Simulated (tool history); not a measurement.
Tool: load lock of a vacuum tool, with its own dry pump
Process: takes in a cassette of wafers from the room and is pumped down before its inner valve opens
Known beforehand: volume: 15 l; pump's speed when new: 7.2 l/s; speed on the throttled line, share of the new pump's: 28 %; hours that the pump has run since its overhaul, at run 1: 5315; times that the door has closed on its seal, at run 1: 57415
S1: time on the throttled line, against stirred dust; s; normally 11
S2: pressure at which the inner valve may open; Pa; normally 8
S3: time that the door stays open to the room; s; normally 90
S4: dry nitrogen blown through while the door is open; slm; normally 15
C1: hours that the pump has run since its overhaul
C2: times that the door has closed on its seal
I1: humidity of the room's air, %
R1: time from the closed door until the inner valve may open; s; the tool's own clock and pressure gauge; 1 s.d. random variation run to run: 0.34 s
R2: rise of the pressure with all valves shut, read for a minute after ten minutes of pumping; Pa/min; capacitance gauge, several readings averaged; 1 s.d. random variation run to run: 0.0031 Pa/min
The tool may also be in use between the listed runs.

run 1 day=0.000 | S1=11 S2=8 S3=90 S4=15 | C1=5315 C2=57415 | I1=42.1 | R1=27.7 R2=0.061
run 2 day=7.329 | S1=11 S2=8 S3=90 S4=15 | C1=5491 C2=58170 | I1=45.1 | R1=28.0 R2=0.060
run 3 day=15.275 | S1=11 S2=8 S3=90 S4=15 | C1=5681 C2=58989 | I1=42.4 | R1=27.6 R2=0.055
run 4 day=24.488 | S1=11 S2=8 S3=103 S4=15 | C1=5902 C2=59939 | I1=45.8 | R1=27.7 R2=0.064
run 5 day=34.608 | S1=11 S2=8 S3=103 S4=15 | C1=6145 C2=60982 | I1=45.9 | R1=27.5 R2=0.063
run 6 day=45.346 | S1=11 S2=8 S3=103 S4=15 | C1=6403 C2=62088 | I1=43.3 | R1=27.7 R2=0.064
run 7 day=56.633 | S1=11 S2=8 S3=103 S4=15 | C1=6674 C2=63251 | I1=41.7 | R1=27.8 R2=0.059
run 8 day=64.512 | S1=11 S2=8 S3=103 S4=15 | C1=6863 C2=64063 | I1=44.5 | R1=27.8 R2=0.064
run 9 day=73.875 | S1=11 S2=8 S3=103 S4=8 | C1=7088 C2=65028 | I1=43.9 | R1=27.6 R2=0.071
run 10 day=81.567 | S1=11 S2=8 S3=103 S4=8 | C1=7272 C2=65821 | I1=45.0 | R1=27.7 R2=0.078
run 11 day=87.967 | S1=11 S2=8 S3=103 S4=8 | C1=7426 C2=66480 | I1=45.6 | R1=27.5 R2=0.076
run 12 day=93.946 | S1=13 S2=8 S3=90 S4=15 | C1=7569 C2=67096 | I1=45.7 | R1=28.8 R2=0.058
run 13 day=101.158 | S1=13 S2=8 S3=90 S4=15 | C1=7743 C2=67840 | I1=44.2 | R1=29.2 R2=0.059
run 14 day=111.171 | S1=7 S2=8 S3=90 S4=15 | C1=7983 C2=68871 | I1=45.0 | R1=25.2 R2=0.057
run 15 day=119.417 | S1=7 S2=8 S3=90 S4=15 | C1=8181 C2=69721 | I1=44.8 | R1=25.3 R2=0.056
-- day=125.221 door's seal changed, seat wiped
run 16 day=126.046 | S1=7 S2=8 S3=90 S4=15 | C1=8338 C2=85 | I1=43.7 | R1=24.4 R2=0.053
run 17 day=136.371 | S1=19 S2=8 S3=192 S4=6 | C1=8586 C2=1149 | I1=43.1 | R1=33.7 R2=0.087
run 18 day=144.862 | S1=11 S2=8 S3=80 S4=10 | C1=8790 C2=2024 | I1=45.1 | R1=27.6 R2=0.062
run 19 day=154.921 | S1=11 S2=7 S3=90 S4=8 | C1=9031 C2=3060 | I1=43.0 | R1=28.4 R2=0.066
run 20 day=165.692 | S1=12 S2=14 S3=224 S4=13 | C1=9290 C2=4170 | I1=43.9 | R1=27.4 R2=0.082
run 21 day=176.896 | S1=11 S2=8 S3=90 S4=15 | C1=9559 C2=5325 | I1=42.2 | R1=27.8 R2=0.059
run 22 day=185.858 | S1=7 S2=10 S3=99 S4=15 | C1=9774 C2=6248 | I1=46.2 | R1=24.7 R2=0.055

What if the next run were any one of these 4? Each begins from the tool's condition after run 22:
run A day=194.012 | S1=9 S2=16 S3=99 S4=16 | C1=9969 C2=7089 | I1=44.3 | R1=? R2=?
run B day=194.012 | S1=7 S2=10 S3=99 S4=15 | C1=9969 C2=7089 | I1=43.3 | R1=? R2=?
run C day=194.012 | S1=11 S2=11 S3=29 S4=4 | C1=9969 C2=7089 | I1=42.3 | R1=? R2=?
run D day=194.012 | S1=21 S2=12 S3=90 S4=20 | C1=9969 C2=7089 | I1=47.4 | R1=? R2=?

run=A R1=24.6 R2=0.056
run=B R1=24.9 R2=0.060
run=C R1=26.9 R2=0.043
run=D R1=33.8 R2=0.055
Without the tool's hidden state the same runs would have given:
run=A R1=24.6 R2=0.056
run=B R1=24.9 R2=0.060
run=C R1=26.9 R2=0.043
run=D R1=33.8 R2=0.055
